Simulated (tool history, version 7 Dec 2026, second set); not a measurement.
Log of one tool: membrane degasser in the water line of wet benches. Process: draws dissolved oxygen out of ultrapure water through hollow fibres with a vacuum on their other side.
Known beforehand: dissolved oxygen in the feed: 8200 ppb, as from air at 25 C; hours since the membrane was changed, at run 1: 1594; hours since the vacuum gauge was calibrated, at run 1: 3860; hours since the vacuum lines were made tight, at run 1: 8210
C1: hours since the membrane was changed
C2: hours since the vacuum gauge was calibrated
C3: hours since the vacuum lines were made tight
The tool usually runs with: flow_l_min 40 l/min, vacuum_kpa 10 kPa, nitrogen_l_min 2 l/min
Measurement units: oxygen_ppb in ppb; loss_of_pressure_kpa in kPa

Run 1, hour 0: usual settings; C1 1594; C2 3860; C3 8210. Result: oxygen_ppb 325 ppb, loss_of_pressure_kpa 39.81 kPa.
Run 2, hour 31.3: usual settings; C1 1625; C2 3891; C3 8242. Result: oxygen_ppb 322.8 ppb, loss_of_pressure_kpa 40.05 kPa.
Run 3, hour 63.1: usual settings; C1 1657; C2 3923; C3 8274. Result: oxygen_ppb 324.6 ppb, loss_of_pressure_kpa 40.24 kPa.
Run 4, hour 99.5: usual settings; C1 1694; C2 3960; C3 8310. Result: oxygen_ppb 323.6 ppb, loss_of_pressure_kpa 39.64 kPa.
Run 5, hour 138.4: usual settings; C1 1732; C2 3999; C3 8349. Result: oxygen_ppb 325 ppb, loss_of_pressure_kpa 39.83 kPa.
Run 6, hour 184: usual settings; C1 1778; C2 4044; C3 8394. Result: oxygen_ppb 326.5 ppb, loss_of_pressure_kpa 39.69 kPa.
Run 7, hour 224.1: usual settings; C1 1818; C2 4084; C3 8435. Result: oxygen_ppb 325.4 ppb, loss_of_pressure_kpa 39.59 kPa.
Run 8, hour 253.8: usual settings; C1 1848; C2 4114; C3 8464. Result: oxygen_ppb 325.8 ppb, loss_of_pressure_kpa 39.91 kPa.
Run 9, hour 274: usual settings; C1 1868; C2 4134; C3 8484. Result: oxygen_ppb 325.3 ppb, loss_of_pressure_kpa 39.73 kPa.
Run 10, hour 312.1: usual settings but nitrogen_l_min 4.21 l/min; C1 1906; C2 4172; C3 8523. Result: oxygen_ppb 180.1 ppb, loss_of_pressure_kpa 39.96 kPa.
Run 11, hour 339: usual settings; C1 1933; C2 4199; C3 8549. Result: oxygen_ppb 325 ppb, loss_of_pressure_kpa 39.79 kPa.
Run 12, hour 368.6: usual settings; C1 1963; C2 4229; C3 8579. Result: oxygen_ppb 325 ppb, loss_of_pressure_kpa 39.99 kPa.
Run 13, hour 391.1: usual settings; C1 1985; C2 4251; C3 8602. Result: oxygen_ppb 323 ppb, loss_of_pressure_kpa 39.73 kPa.
Run 14, hour 419.1: usual settings; C1 2013; C2 4279; C3 8630. Result: oxygen_ppb 328.2 ppb, loss_of_pressure_kpa 39.55 kPa.
Run 15, hour 467.5: usual settings; C1 2062; C2 4328; C3 8678. Result: oxygen_ppb 326.9 ppb, loss_of_pressure_kpa 39.72 kPa.
Run 16, hour 503.5: usual settings but vacuum_kpa 24.6 kPa; C1 2098; C2 4364; C3 8714. Result: oxygen_ppb 891.4 ppb, loss_of_pressure_kpa 39.94 kPa.
Run 17, hour 534.6: usual settings but vacuum_kpa 24.6 kPa; C1 2129; C2 4395; C3 8745. Result: oxygen_ppb 896.2 ppb, loss_of_pressure_kpa 39.73 kPa.
Run 18, hour 571.5: usual settings but vacuum_kpa 24.6 kPa; C1 2166; C2 4432; C3 8782. Result: oxygen_ppb 896.2 ppb, loss_of_pressure_kpa 39.59 kPa.
At hour 575.9: vacuum gauge calibrated.
Run 19, hour 606.2: usual settings but flow_l_min 36 l/min, vacuum_kpa 24.6 kPa, nitrogen_l_min 0.88 l/min; C1 2200; C2 30; C3 8816. Result: oxygen_ppb 1515.4 ppb, loss_of_pressure_kpa 35.99 kPa.
Run 20, hour 656.1: usual settings but flow_l_min 34 l/min, nitrogen_l_min 1.01 l/min; C1 2250; C2 80; C3 8866. Result: oxygen_ppb 478 ppb, loss_of_pressure_kpa 33.99 kPa.

What will run 21 give?
Run 21, hour 682: usual settings but flow_l_min 39 l/min, vacuum_kpa 24.8 kPa, nitrogen_l_min 1.01 l/min; C1 2276; C2 106; C3 8892. Result: oxygen_ppb ?, loss_of_pressure_kpa ?.

{"run 21": {"oxygen_ppb": 1473.4, "loss_of_pressure_kpa": 39.03}}
Were there no unlogged condition in the tool, this run, its random variation unchanged, would have produced oxygen_ppb 1459.2 ppb, loss_of_pressure_kpa 38.67 kPa.

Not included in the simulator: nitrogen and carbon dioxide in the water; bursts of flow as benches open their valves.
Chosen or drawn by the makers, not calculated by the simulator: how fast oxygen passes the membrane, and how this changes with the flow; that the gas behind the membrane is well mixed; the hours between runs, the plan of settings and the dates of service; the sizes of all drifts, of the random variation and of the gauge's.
